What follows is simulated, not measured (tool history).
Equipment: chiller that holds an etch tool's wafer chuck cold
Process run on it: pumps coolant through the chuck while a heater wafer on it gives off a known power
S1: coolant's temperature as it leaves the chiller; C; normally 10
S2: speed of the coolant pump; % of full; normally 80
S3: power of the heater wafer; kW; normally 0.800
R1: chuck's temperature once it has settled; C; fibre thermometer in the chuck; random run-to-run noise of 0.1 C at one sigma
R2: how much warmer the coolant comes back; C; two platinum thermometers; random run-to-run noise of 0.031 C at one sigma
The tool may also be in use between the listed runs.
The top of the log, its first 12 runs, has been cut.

run,hour,S1,S2,S3,R1,R2
13,652.7,10,95,0.800,17.1,1.56
14,714.4,13,95,0.800,19.9,1.48
# hour 732.3: coolant changed, channels flushed
15,798.1,13,95,0.800,19.2,1.57
16,849.8,13,95,0.800,19.4,1.57
17,906.8,5,96,0.800,11.2,1.53
18,966.5,4,96,0.535,8.0,1.07
19,1002.2,8,94,1.112,16.8,2.14
20,1069.8,8,94,1.112,16.9,2.24
21,1128.1,8,94,1.112,16.9,2.22
22,1208.1,8,88,1.112,17.4,2.39
23,1251.5,5,88,0.730,11.2,1.56
24,1285.0,8,63,0.471,12.9,1.46
25,1351.5,8,66,0.548,13.7,1.63
26,1406.9,8,66,0.548,13.5,1.64
27,1478.3,8,88,0.410,11.3,0.91
28,1523.0,8,88,0.411,11.5,0.88
29,1579.6,10,88,0.573,14.7,1.24
30,1659.0,16,98,0.723,21.6,1.39
31,1716.0,16,98,0.723,21.5,1.36

Forecast each of these 3 alternatives for the next run:
A,1752.2,12,80,0.800,?,?
B,1752.2,16,98,0.527,?,?
C,1752.2,1,76,1.063,?,?

run,R1,R2
A,19.3,1.99
B,20.0,1.01
C,10.9,2.75
Stripped of hidden state, with their random variation kept, the same runs would have yielded:
run,R1,R2
A,19.2,1.92
B,20.0,0.98
C,10.7,2.65
